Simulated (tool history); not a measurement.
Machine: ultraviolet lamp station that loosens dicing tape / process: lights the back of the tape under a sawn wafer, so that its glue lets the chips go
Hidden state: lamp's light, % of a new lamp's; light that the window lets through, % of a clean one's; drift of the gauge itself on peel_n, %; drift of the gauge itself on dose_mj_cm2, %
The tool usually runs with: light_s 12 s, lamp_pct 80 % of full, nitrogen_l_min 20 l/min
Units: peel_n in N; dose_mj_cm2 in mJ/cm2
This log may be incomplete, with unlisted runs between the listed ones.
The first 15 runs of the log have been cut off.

run,hour,light_s,lamp_pct,nitrogen_l_min,hours of work of the lamp,hours of work since the window was cleaned,peel_n,dose_mj_cm2
# hour 540.9: window cleaned of glue's vapour
16,554.9,12,80,20,497,10,0.356,411
17,606.3,12,80,20,535,49,0.393,396
18,659,12,80,20,574,88,0.409,391
19,696.3,12,79,20,602,115,0.425,372
20,726.7,12,79,20,625,138,0.469,368
21,770.4,12,76,20,657,171,0.538,346
22,807,12,72,9,684,198,1.24,322
23,845.1,12,72,9,713,226,1.28,312
24,872.2,12,72,9,733,246,1.298,306
25,917.8,19,76,11,767,280,0.376,503
26,947.6,9,83,10,789,302,1.752,250
27,985.3,11,68,32,817,330,0.826,253
28,1026.2,11,68,32,847,360,0.854,243
29,1074.7,9,68,32,883,397,1.356,196
30,1102.3,9,68,32,904,417,1.431,187
31,1128.5,7,65,32,923,436,2.309,141
32,1159.1,7,90,32,946,459,1.417,190
33,1207.8,7,67,14,982,495,3.383,138
34,1233,7,67,10,1001,514,3.948,135
35,1281.4,11,67,16,1037,550,1.888,205

What if the next run were any one of these 5? Each begins from the tool's condition after run 35:
A,1310.1,12,91,7,1058,571,?,?
B,1310.1,12,82,38,1058,571,?,?
C,1310.1,21,99,7,1058,571,?,?
D,1310.1,18,94,39,1058,571,?,?
E,1310.1,16,88,20,1058,571,?,?

run,peel_n,dose_mj_cm2
A,1.712,296
B,0.574,272
C,0.393,570
D,0.191,464
E,0.385,385
With no hidden state in the tool, these same runs would have given:
run,peel_n,dose_mj_cm2
A,0.404,576
B,0.154,525
C,0.131,1104
D,0.144,901
E,0.133,745
